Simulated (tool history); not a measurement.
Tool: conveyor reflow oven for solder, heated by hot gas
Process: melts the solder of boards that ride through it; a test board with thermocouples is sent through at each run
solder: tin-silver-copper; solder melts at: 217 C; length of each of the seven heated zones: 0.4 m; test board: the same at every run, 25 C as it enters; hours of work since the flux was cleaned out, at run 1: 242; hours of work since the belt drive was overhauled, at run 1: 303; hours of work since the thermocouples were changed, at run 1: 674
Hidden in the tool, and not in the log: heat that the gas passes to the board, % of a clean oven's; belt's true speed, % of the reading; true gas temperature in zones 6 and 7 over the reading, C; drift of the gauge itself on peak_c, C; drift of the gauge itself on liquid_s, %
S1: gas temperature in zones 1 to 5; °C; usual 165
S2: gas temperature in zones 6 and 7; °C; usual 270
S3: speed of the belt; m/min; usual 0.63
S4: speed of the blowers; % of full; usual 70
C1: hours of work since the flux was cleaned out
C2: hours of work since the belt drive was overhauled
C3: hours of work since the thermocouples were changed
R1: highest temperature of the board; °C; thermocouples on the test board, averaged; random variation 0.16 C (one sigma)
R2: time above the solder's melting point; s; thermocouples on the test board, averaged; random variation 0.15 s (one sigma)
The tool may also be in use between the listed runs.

{"run": 1, "day": 0.0, "S1": 165, "S2": 270, "S3": 0.63, "S4": 70, "C1": 242, "C2": 303, "C3": 674, "R1": 247.7, "R2": 49.6}
{"day": 1.133, "done": "flux residue cleaned out of gas plates and filters"}
{"run": 2, "day": 1.488, "S1": 165, "S2": 270, "S3": 0.63, "S4": 70, "C1": 7, "C2": 327, "C3": 698, "R1": 248.9, "R2": 51.2}
{"run": 3, "day": 3.367, "S1": 165, "S2": 270, "S3": 0.63, "S4": 70, "C1": 42, "C2": 362, "C3": 733, "R1": 248.4, "R2": 51.2}
{"run": 4, "day": 5.338, "S1": 165, "S2": 270, "S3": 0.63, "S4": 70, "C1": 79, "C2": 399, "C3": 769, "R1": 248.4, "R2": 50.8}
{"run": 5, "day": 6.754, "S1": 165, "S2": 270, "S3": 0.63, "S4": 70, "C1": 105, "C2": 425, "C3": 796, "R1": 248.2, "R2": 50.7}
{"run": 6, "day": 8.417, "S1": 165, "S2": 270, "S3": 0.63, "S4": 70, "C1": 136, "C2": 456, "C3": 827, "R1": 248.2, "R2": 50.3}
{"day": 9.821, "done": "thermocouples of zones 6 and 7 changed"}
{"run": 7, "day": 9.821, "S1": 178, "S2": 270, "S3": 0.63, "S4": 70, "C1": 161, "C2": 481, "C3": 0, "R1": 252.1, "R2": 58.4}
{"run": 8, "day": 12.146, "S1": 165, "S2": 270, "S3": 0.646, "S4": 70, "C1": 204, "C2": 525, "C3": 43, "R1": 248.3, "R2": 48.9}
{"run": 9, "day": 14.275, "S1": 165, "S2": 270, "S3": 0.646, "S4": 70, "C1": 244, "C2": 564, "C3": 83, "R1": 248.2, "R2": 48.9}
{"day": 15.329, "done": "flux residue cleaned out of gas plates and filters"}
{"run": 10, "day": 17.538, "S1": 165, "S2": 270, "S3": 0.72, "S4": 70, "C1": 41, "C2": 621, "C3": 140, "R1": 245.1, "R2": 41.2}
{"run": 11, "day": 19.871, "S1": 165, "S2": 280, "S3": 0.63, "S4": 70, "C1": 85, "C2": 665, "C3": 184, "R1": 258.4, "R2": 58.5}
{"run": 12, "day": 21.575, "S1": 165, "S2": 280, "S3": 0.595, "S4": 70, "C1": 117, "C2": 697, "C3": 216, "R1": 260.6, "R2": 63.7}
{"run": 13, "day": 22.892, "S1": 165, "S2": 280, "S3": 0.595, "S4": 70, "C1": 141, "C2": 721, "C3": 240, "R1": 260.4, "R2": 63.7}
{"run": 14, "day": 24.321, "S1": 165, "S2": 280, "S3": 0.595, "S4": 70, "C1": 168, "C2": 748, "C3": 267, "R1": 260.1, "R2": 63.8}
{"run": 15, "day": 26.388, "S1": 165, "S2": 280, "S3": 0.595, "S4": 70, "C1": 207, "C2": 787, "C3": 306, "R1": 259.9, "R2": 63.6}
{"run": 16, "day": 29.146, "S1": 165, "S2": 280, "S3": 0.595, "S4": 70, "C1": 258, "C2": 838, "C3": 357, "R1": 259.5, "R2": 63.3}
{"day": 29.521, "done": "flux residue cleaned out of gas plates and filters"}
{"run": 17, "day": 31.238, "S1": 165, "S2": 280, "S3": 0.595, "S4": 70, "C1": 32, "C2": 874, "C3": 392, "R1": 260.8, "R2": 64.4}
{"run": 18, "day": 33.412, "S1": 165, "S2": 280, "S3": 0.595, "S4": 70, "C1": 73, "C2": 914, "C3": 433, "R1": 260.4, "R2": 63.7}
{"run": 19, "day": 35.196, "S1": 159, "S2": 280, "S3": 0.5, "S4": 70, "C1": 106, "C2": 948, "C3": 466, "R1": 265.1, "R2": 79.2}
{"run": 20, "day": 36.75, "S1": 172, "S2": 262, "S3": 0.661, "S4": 68, "C1": 135, "C2": 977, "C3": 495, "R1": 241.7, "R2": 44.7}
{"run": 21, "day": 39.1, "S1": 159, "S2": 262, "S3": 0.622, "S4": 68, "C1": 179, "C2": 1020, "C3": 539, "R1": 240.9, "R2": 43.3}
{"run": 22, "day": 40.6, "S1": 165, "S2": 270, "S3": 0.63, "S4": 64, "C1": 207, "C2": 1049, "C3": 567, "R1": 246.8, "R2": 49.6}
{"run": 23, "day": 41.929, "S1": 165, "S2": 275, "S3": 0.506, "S4": 70, "C1": 232, "C2": 1073, "C3": 592, "R1": 260.8, "R2": 76.9}
{"day": 43.654, "done": "flux residue cleaned out of gas plates and filters"}
{"run": 24, "day": 44.638, "S1": 176, "S2": 270, "S3": 0.612, "S4": 51, "C1": 18, "C2": 1120, "C3": 639, "R1": 245.4, "R2": 53.4}
{"run": 25, "day": 47.092, "S1": 176, "S2": 270, "S3": 0.612, "S4": 51, "C1": 64, "C2": 1166, "C3": 685, "R1": 245.3, "R2": 53}
{"run": 26, "day": 48.712, "S1": 176, "S2": 270, "S3": 0.612, "S4": 51, "C1": 95, "C2": 1196, "C3": 715, "R1": 245.3, "R2": 52.8}
{"run": 27, "day": 50.45, "S1": 162, "S2": 270, "S3": 0.634, "S4": 64, "C1": 127, "C2": 1229, "C3": 748, "R1": 246.2, "R2": 48.4}
{"run": 28, "day": 52.658, "S1": 162, "S2": 270, "S3": 0.634, "S4": 50, "C1": 168, "C2": 1270, "C3": 789, "R1": 239.1, "R2": 39.8}
{"run": 29, "day": 55.054, "S1": 169, "S2": 281, "S3": 0.601, "S4": 52, "C1": 213, "C2": 1315, "C3": 834, "R1": 253.2, "R2": 58.6}

3 ways to go on from here, each from the tool as it stands after run 29. What would each give?
{"day": 56.138, "done": "thermocouples of zones 6 and 7 changed"}
{"day": 57.979, "done": "flux residue cleaned out of gas plates and filters"}
{"run": "A", "day": 58.275, "S1": 164, "S2": 281, "S3": 0.601, "S4": 52, "C1": 6, "C2": 1369, "C3": 36, "R1": "?", "R2": "?"}
{"day": 56.138, "done": "thermocouples of zones 6 and 7 changed"}
{"day": 57.979, "done": "flux residue cleaned out of gas plates and filters"}
{"run": "B", "day": 58.275, "S1": 169, "S2": 281, "S3": 0.601, "S4": 73, "C1": 6, "C2": 1369, "C3": 36, "R1": "?", "R2": "?"}
{"day": 56.138, "done": "thermocouples of zones 6 and 7 changed"}
{"day": 57.979, "done": "flux residue cleaned out of gas plates and filters"}
{"run": "C", "day": 58.275, "S1": 169, "S2": 278, "S3": 0.601, "S4": 52, "C1": 6, "C2": 1369, "C3": 36, "R1": "?", "R2": "?"}

run=A R1=253.8 R2=57.9
run=B R1=263.5 R2=67.9
run=C R1=252.4 R2=58.2
Without the tool's hidden state the same runs would have given:
run=A R1=252.6 R2=54.6
run=B R1=262.9 R2=64.8
run=C R1=251.4 R2=54.9
